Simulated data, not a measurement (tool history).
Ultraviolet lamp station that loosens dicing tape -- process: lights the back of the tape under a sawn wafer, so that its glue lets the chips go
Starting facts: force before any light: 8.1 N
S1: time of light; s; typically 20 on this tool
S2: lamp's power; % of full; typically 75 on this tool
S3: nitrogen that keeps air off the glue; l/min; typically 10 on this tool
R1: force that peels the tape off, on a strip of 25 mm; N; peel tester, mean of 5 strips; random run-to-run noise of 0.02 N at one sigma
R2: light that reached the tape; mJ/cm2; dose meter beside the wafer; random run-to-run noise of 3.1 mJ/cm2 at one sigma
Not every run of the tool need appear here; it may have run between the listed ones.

run	hour	S1	S2	S3	R1	R2
1	0	20	75	10	0.969	485
2	13.5	20	75	10	0.989	480
3	26	20	66	10	1.2	423
4	33.5	20	66	10	1.243	425
5	43.7	20	75	3	1.989	479
6	56.3	20	75	3	2.008	477
7	65	20	75	3	2.086	479
8	79.3	20	75	10	0.985	477
9	89.9	20	75	10	0.992	479
10	104.8	20	75	10	0.996	481
11	118	20	75	10	1	485
12	126.2	20	75	9	1.088	477
13	135.7	20	75	9	1.076	480
14	148.8	20	75	9	1.058	479
15	156.7	20	75	9	1.027	478
16	164.6	20	75	9	1.073	475
17	179.7	20	75	9	1.052	483
18	193.6	17	75	7	1.62	408
19	207.2	26	62	8	1.008	518
20	218.4	26	62	8	1.01	515
21	228.6	20	92	18	0.479	589
22	245.1	11	75	7	2.877	265
23	253	12	65	4	3.741	249
24	267.3	12	65	4	3.584	252
25	280.3	28	64	4	1.367	572
26	294.6	20	75	4	1.731	477
27	305.8	20	75	4	1.795	482
28	312.7	20	75	19	0.664	481

What if the next run were any one of these 5? Each begins from the tool's condition after run 28:
A	329.2	10	90	7	?	?
B	329.2	27	90	19	?	?
C	329.2	27	75	19	?	?
D	329.2	27	63	10	?	?
E	329.2	20	77	19	?	?

run	R1	R2
A	2.475	288
B	0.3	774
C	0.393	647
D	0.774	550
E	0.642	486
The same runs, with their run-to-run variation unchanged, on a tool lacking any hidden condition would have given:
run	R1	R2
A	2.473	289
B	0.299	775
C	0.393	648
D	0.773	550
E	0.641	487

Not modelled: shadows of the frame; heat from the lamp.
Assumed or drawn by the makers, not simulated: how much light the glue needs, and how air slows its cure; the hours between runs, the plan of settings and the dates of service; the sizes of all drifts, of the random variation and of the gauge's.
